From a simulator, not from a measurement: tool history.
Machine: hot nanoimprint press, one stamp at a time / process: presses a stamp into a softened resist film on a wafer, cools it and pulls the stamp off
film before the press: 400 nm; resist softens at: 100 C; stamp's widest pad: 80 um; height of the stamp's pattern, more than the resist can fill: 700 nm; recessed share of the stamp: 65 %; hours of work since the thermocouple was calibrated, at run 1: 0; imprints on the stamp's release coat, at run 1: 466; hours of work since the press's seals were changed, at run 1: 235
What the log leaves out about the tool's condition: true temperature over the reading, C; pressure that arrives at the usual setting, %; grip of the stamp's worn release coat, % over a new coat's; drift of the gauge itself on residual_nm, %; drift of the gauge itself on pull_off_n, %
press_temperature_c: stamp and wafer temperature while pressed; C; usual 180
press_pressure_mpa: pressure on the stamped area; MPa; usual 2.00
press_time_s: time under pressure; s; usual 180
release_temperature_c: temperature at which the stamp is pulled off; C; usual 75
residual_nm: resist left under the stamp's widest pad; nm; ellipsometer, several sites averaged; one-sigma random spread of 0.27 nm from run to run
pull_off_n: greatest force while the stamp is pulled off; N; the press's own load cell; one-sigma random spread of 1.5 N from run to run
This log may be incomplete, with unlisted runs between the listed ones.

| run | hour | press_temperature_c | press_pressure_mpa | press_time_s | release_temperature_c | hours of work since the thermocouple was calibrated | imprints on the stamp's release coat | hours of work since the press's seals were changed | residual_nm | pull_off_n |
|---|---|---|---|---|---|---|---|---|---|---|
| 1 | 0.0 | 180 | 2.00 | 180 | 75 | 0 | 466 | 235 | 178.1 | 107 |
| 2 | 38.0 | 180 | 2.00 | 159 | 75 | 22 | 587 | 257 | 186.0 | 107 |
| 3 | 85.2 | 180 | 2.00 | 200 | 75 | 49 | 737 | 283 | 172.3 | 107 |
| 4 | 126.7 | 180 | 2.00 | 180 | 75 | 72 | 868 | 307 | 178.0 | 115 |
|  | 167.4 | stamp cleaned and given a new release coat |
| 5 | 182.3 | 180 | 2.00 | 199 | 75 | 101 | 47 | 335 | 170.6 | 97 |
|  | 188.0 | plate thermocouple calibrated |
| 6 | 214.8 | 180 | 2.00 | 199 | 75 | 15 | 141 | 352 | 170.4 | 98 |
| 7 | 242.6 | 180 | 2.00 | 180 | 75 | 31 | 229 | 368 | 176.5 | 101 |
|  | 281.7 | plate thermocouple calibrated, once more |
| 8 | 291.1 | 180 | 2.00 | 180 | 75 | 5 | 373 | 394 | 179.5 | 105 |
| 9 | 324.3 | 180 | 2.00 | 180 | 75 | 24 | 479 | 413 | 178.3 | 107 |
| 10 | 362.9 | 180 | 2.00 | 180 | 75 | 46 | 601 | 435 | 179.2 | 105 |
| 11 | 403.5 | 184 | 2.22 | 180 | 75 | 69 | 730 | 458 | 154.5 | 108 |
| 12 | 449.1 | 184 | 1.56 | 287 | 75 | 95 | 874 | 484 | 156.6 | 113 |
|  | 487.5 | stamp cleaned and given a new release coat |
| 13 | 497.2 | 184 | 1.56 | 287 | 75 | 119 | 31 | 508 | 156.1 | 97 |
| 14 | 536.3 | 180 | 2.08 | 318 | 75 | 142 | 155 | 530 | 141.7 | 99 |
| 15 | 578.6 | 180 | 2.06 | 328 | 75 | 166 | 289 | 555 | 141.0 | 102 |

Alternative continuations, all from the tool just after run 15; predict every row:
| A | 606.3 | 178 | 2.17 | 271 | 75 | 182 | 377 | 570 | ? | ? |
| B | 606.3 | 191 | 2.09 | 328 | 75 | 182 | 377 | 570 | ? | ? |
| C | 606.3 | 189 | 2.12 | 309 | 75 | 182 | 377 | 570 | ? | ? |
| D | 606.3 | 180 | 2.06 | 119 | 75 | 182 | 377 | 570 | ? | ? |
| E | 606.3 | 180 | 1.80 | 152 | 79 | 182 | 377 | 570 | ? | ? |

| run | residual_nm | pull_off_n |
|---|---|---|
| A | 154.3 | 101 |
| B | 107.9 | 103 |
| C | 114.8 | 103 |
| D | 201.0 | 104 |
| E | 196.9 | 94 |
Without the tool's unlogged condition, the same runs would have read:
| run | residual_nm | pull_off_n |
|---|---|---|
| A | 153.4 | 96 |
| B | 107.0 | 98 |
| C | 113.8 | 98 |
| D | 200.0 | 99 |
| E | 196.5 | 90 |

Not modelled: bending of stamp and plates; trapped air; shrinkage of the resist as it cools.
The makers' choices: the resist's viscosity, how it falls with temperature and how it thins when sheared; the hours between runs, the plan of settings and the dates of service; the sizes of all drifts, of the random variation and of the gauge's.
